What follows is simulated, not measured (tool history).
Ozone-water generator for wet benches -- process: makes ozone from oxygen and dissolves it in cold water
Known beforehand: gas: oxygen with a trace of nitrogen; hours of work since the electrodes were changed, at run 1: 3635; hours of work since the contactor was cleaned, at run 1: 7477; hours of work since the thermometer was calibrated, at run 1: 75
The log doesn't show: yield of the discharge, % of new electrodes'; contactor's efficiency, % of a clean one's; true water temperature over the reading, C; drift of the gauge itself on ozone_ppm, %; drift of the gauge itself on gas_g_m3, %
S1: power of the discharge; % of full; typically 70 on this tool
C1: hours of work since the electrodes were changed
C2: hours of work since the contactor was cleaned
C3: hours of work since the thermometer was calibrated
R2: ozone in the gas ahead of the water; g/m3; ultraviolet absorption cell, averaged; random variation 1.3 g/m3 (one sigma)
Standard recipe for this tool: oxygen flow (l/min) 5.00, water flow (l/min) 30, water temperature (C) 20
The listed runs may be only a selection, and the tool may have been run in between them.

run 1 hour=0.0 | S1=70 oxygen_flow_(l/min)=5.00 water_flow_(l/min)=30 water_temperature_(C)=20 | C1=3635 C2=7477 C3=75 | dissolved_ozone_(ppm)=14.4 R2=234.9
run 2 hour=73.8 | S1=70 oxygen_flow_(l/min)=5.00 water_flow_(l/min)=30 water_temperature_(C)=20 | C1=3706 C2=7548 C3=146 | dissolved_ozone_(ppm)=14.3 R2=234.2
run 3 hour=242.3 | S1=70 oxygen_flow_(l/min)=3.25 water_flow_(l/min)=30 water_temperature_(C)=20 | C1=3868 C2=7710 C3=307 | dissolved_ozone_(ppm)=12.5 R2=277.7
run 4 hour=375.7 | S1=70 oxygen_flow_(l/min)=3.25 water_flow_(l/min)=30 water_temperature_(C)=20 | C1=3996 C2=7838 C3=435 | dissolved_ozone_(ppm)=12.8 R2=275.4
run 5 hour=484.8 | S1=70 oxygen_flow_(l/min)=5.00 water_flow_(l/min)=30 water_temperature_(C)=20 | C1=4100 C2=7942 C3=540 | dissolved_ozone_(ppm)=14.3 R2=234.2
run 6 hour=625.2 | S1=70 oxygen_flow_(l/min)=5.00 water_flow_(l/min)=30 water_temperature_(C)=20 | C1=4235 C2=8077 C3=674 | dissolved_ozone_(ppm)=14.7 R2=234.0
run 7 hour=741.9 | S1=70 oxygen_flow_(l/min)=5.00 water_flow_(l/min)=30 water_temperature_(C)=20 | C1=4347 C2=8189 C3=786 | dissolved_ozone_(ppm)=14.3 R2=234.8
run 8 hour=841.6 | S1=83 oxygen_flow_(l/min)=5.00 water_flow_(l/min)=30 water_temperature_(C)=20 | C1=4442 C2=8284 C3=882 | dissolved_ozone_(ppm)=16.1 R2=257.7
run 9 hour=916.9 | S1=56 oxygen_flow_(l/min)=7.34 water_flow_(l/min)=30 water_temperature_(C)=17 | C1=4514 C2=8357 C3=954 | dissolved_ozone_(ppm)=14.3 R2=177.7
run 10 hour=1044.2 | S1=56 oxygen_flow_(l/min)=7.80 water_flow_(l/min)=47 water_temperature_(C)=17 | C1=4636 C2=8479 C3=1076 | dissolved_ozone_(ppm)=8.9 R2=174.0

Run 11 has not been measured yet. What should we expect?
run 11 hour=1209.6 | S1=74 oxygen_flow_(l/min)=4.40 water_flow_(l/min)=31 water_temperature_(C)=17 | C1=4795 C2=8637 C3=1235 | dissolved_ozone_(ppm)=? R2=?

dissolved ozone (ppm): 14.3
R2: 251.4 g/m3
If the tool had no hidden condition, the same run with the same run-to-run variation would have returned dissolved ozone (ppm) 14.3, R2 255.7 g/m3.
